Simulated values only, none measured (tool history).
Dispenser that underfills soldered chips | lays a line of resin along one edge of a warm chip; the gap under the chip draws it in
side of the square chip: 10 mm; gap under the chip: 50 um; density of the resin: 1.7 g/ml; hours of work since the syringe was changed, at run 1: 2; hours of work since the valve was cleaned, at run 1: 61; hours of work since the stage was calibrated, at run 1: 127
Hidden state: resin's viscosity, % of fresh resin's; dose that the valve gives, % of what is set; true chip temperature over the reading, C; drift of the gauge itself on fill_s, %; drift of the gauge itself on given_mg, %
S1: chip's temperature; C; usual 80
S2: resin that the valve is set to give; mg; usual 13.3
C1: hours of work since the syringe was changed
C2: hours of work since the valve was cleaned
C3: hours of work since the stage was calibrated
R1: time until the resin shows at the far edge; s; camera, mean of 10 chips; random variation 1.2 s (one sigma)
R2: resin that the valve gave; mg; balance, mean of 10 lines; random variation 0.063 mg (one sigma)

| run | day | S1 | S2 | C1 | C2 | C3 | R1 | R2 |
|---|---|---|---|---|---|---|---|---|
| 1 | 0.000 | 80 | 13.3 | 2 | 61 | 127 | 126.9 | 13.05 |
| 2 | 0.150 | 80 | 13.3 | 4 | 63 | 129 | 143.2 | 12.97 |
| 3 | 0.317 | 80 | 13.3 | 7 | 66 | 132 | 163.7 | 12.96 |
| 4 | 0.488 | 80 | 15.5 | 10 | 69 | 135 | 183.0 | 15.04 |
|  | 0.538 | new syringe of resin |
| 5 | 0.671 | 71 | 13.3 | 2 | 72 | 138 | 186.7 | 12.98 |
| 6 | 0.846 | 71 | 13.3 | 5 | 75 | 141 | 207.3 | 12.90 |
| 7 | 0.992 | 71 | 13.3 | 8 | 78 | 143 | 234.2 | 12.91 |
|  | 1.179 | new syringe of resin |
| 8 | 1.267 | 71 | 13.3 | 1 | 82 | 148 | 182.0 | 13.03 |
| 9 | 1.508 | 71 | 13.3 | 6 | 86 | 152 | 219.0 | 13.00 |
| 10 | 1.642 | 80 | 13.3 | 8 | 89 | 154 | 169.3 | 12.90 |
| 11 | 1.783 | 80 | 13.3 | 10 | 91 | 157 | 192.2 | 12.93 |
|  | 1.817 | new syringe of resin |
| 12 | 1.917 | 76 | 13.3 | 2 | 93 | 159 | 152.2 | 12.89 |

Forecast run 13:
| 13 | 2.054 | 76 | 13.3 | 4 | 96 | 161 | ? | ? |

Run 13 gave R1 167.8 s, R2 12.86 mg.
Without the tool's hidden state the same run would have given R1 137.1 s, R2 13.31 mg.

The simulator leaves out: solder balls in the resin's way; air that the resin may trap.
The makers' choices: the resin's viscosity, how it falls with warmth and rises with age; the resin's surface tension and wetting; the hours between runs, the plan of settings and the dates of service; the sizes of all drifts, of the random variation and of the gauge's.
